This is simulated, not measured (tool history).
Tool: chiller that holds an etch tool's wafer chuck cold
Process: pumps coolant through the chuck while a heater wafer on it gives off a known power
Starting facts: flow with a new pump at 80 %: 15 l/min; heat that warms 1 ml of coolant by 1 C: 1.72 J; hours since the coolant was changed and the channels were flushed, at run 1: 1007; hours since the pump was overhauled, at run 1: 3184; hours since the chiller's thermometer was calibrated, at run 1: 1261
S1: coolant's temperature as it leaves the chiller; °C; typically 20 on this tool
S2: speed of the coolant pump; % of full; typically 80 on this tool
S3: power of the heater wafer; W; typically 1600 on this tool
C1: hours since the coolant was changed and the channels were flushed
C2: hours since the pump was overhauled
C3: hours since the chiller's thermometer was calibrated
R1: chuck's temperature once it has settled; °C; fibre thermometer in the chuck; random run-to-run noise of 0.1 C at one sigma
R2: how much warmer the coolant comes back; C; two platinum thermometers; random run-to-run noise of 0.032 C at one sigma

run    hour  S1  S2    S3    C1    C2    C3    R1    R2
  1       0  20  80  1600  1007  3184  1261  37.6  3.95
  2   109.9  20  80  1600  1117  3294  1371  37.8  3.95
  3     251  18  80  1600  1258  3435  1512  35.9  3.96
  4   346.9  18  80  1600  1354  3531  1608  35.9  3.92
  5   433.6  20  80  1600  1441  3618  1694    38  3.92
  6   543.4  20  80  1600  1550  3727  1804    38  3.99
  7   684.4  20  80  1600  1691  3868  1945    38  3.95
  8   761.2  20  80  1600  1768  3945  2022  38.2  3.96
  9   833.9  20  80  1269  1841  4018  2095  34.4  3.13
 10   902.5  20  80  1269  1909  4086  2163  34.4  3.21
 11  1061.4  20  80  1308  2068  4245  2322    35   3.3
 12  1227.1  20  80  1308  2234  4411  2488    35  3.27
 13  1322.4  20  80  1308  2329  4506  2583  35.1  3.26
 14  1420.3  20  80  1308  2427  4604  2681  35.1  3.32
 15  1560.6  20  80  1308  2568  4745  2821    35  3.29
 16  1647.1  20  80  1308  2654  4831  2908    35  3.33
 17  1810.2  20  80  1308  2817  4994  3071  35.2  3.26
     1916.5  -- chiller's thermometer calibrated
 18  1938.8  13  80  2041  2945  5122    22  37.8  5.16
 19    2045  25  84  1600  3051  5228   128  43.5  3.84
 20  2121.6  13  96  1199  3128  5305   205  25.3   2.5
 21  2254.9  13  96  1199  3261  5438   338  25.5  2.55
 22    2366  20  74  2386  3372  5549   449  51.1  6.63
 23  2472.1  15  63  1465  3478  5655   556  37.4  4.91
 24  2598.9  17  63  1465  3605  5782   682  39.2  4.93
 25  2751.3  17  63  1465  3757  5934   835  39.3  4.96
 26  2848.3  25  63   810  3854  6031   932  37.5  2.74
 27  2923.2  25  63   810  3929  6106  1007  37.4  2.72
 28  3086.3  21  99  1956  4092  6269  1170  41.2  4.01

For run 29, what comes out?
 29  3211.3  11  80  838  4217  6394  1295   ?   ?

{"run 29": {"R1": 21.4, "R2": 2.19}}
If the tool had no hidden condition, the same run with the same run-to-run variation would have returned R1 19.7 °C, R2 1.96 C.
